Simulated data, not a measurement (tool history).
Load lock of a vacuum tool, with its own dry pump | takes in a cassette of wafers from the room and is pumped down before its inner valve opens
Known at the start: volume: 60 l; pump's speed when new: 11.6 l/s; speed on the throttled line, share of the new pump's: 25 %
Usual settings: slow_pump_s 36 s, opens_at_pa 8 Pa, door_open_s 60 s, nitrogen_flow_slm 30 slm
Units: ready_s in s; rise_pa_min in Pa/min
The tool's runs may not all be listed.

run	day	slow_pump_s	opens_at_pa	door_open_s	nitrogen_flow_slm	incoming humidity of the room's air, %	ready_s	rise_pa_min
1	0	36	8	60	30	43	81.8	0.177
2	6.433	36	8	60	30	46.5	81.7	0.187
3	16.988	36	8	60	30	48.1	82.2	0.21
4	23.721	36	8	60	30	42	81.9	0.211
5	32.325	36	8	60	30	50.3	75.2	0.233
6	39.267	36	16	60	30	42.3	72.1	0.232
7	50.058	36	16	60	30	46.5	72.9	0.257
8	57.833	36	16	60	30	47.1	72	0.266
9	67.462	36	8	60	8	45.7	75.6	0.297
10	75.496	36	8	60	8	46.2	75.4	0.319
11	81.588	36	8	60	8	45.1	76.5	0.047
12	89.688	36	8	34	30	44.5	76.4	0.024
13	96.488	36	8	34	30	42.3	76.9	0.026
14	105.588	36	8	34	30	47.3	76.8	0.034
15	110.654	36	8	34	30	47.1	75.7	0.033
16	120.767	36	8	60	30	47.7	76.8	0.047
17	127.379	36	8	60	30	47.9	77.3	0.055
18	133.254	36	8	60	30	46.2	77.4	0.051
19	139.417	36	8	60	45	46.7	76.6	0.062
20	144.154	36	6	111	30	46.8	80.1	0.079
21	154.312	36	6	111	30	45.6	78.6	0.087
22	161.242	36	8	215	30	46	77.2	0.124
23	171.312	36	14	82	30	47.3	74.1	0.094
24	182.067	36	14	82	30	44.9	74.6	0.101
25	191.092	46	12	151	19	44.5	83.2	0.153
26	195.75	46	12	151	19	42.5	82	0.146
27	206.7	43	7	151	29	45.1	83.8	0.154
28	212.358	47	15	160	4	46.2	83	0.208
29	222.004	47	15	160	4	42.8	83.4	0.217
30	227.425	36	8	60	37	46.1	78.7	0.149
31	237.692	36	11	231	13	43.5	77.3	0.237
32	248.967	22	11	231	13	43.5	66.5	0.25
33	255.571	22	11	231	13	43.2	66.3	0.27
34	263.612	56	14	98	11	44.3	89.7	0.239
35	274.167	56	14	98	11	46.7	89.5	0.256
36	280.192	56	14	98	9	42.5	90.9	0.254

Taken out of this log: 2 entries between the listed runs. Where each belongs, and how the hidden state differs across it:
Between runs 4 and 5: dry pump taken out, an overhauled one fitted (day 30.275)
  pump's speed, % of a new pump's: 87.6 -> 101.2; leak at the door's seal, Pa l/s: 0.1875 -> 0.2018
  measured less the result without the state, ready_s: +5.7 -> -0.5 s; rise_pa_min: +0.185 -> +0.204 Pa/min
Between runs 10 and 11: door's seal changed, seat wiped (day 77.829)
  pump's speed, % of a new pump's: 100 -> 99.8; leak at the door's seal, Pa l/s: 0.2751 -> 0.0039
  measured less the result without the state, ready_s: +0 -> +0.1 s; rise_pa_min: +0.269 -> +0.001 Pa/min
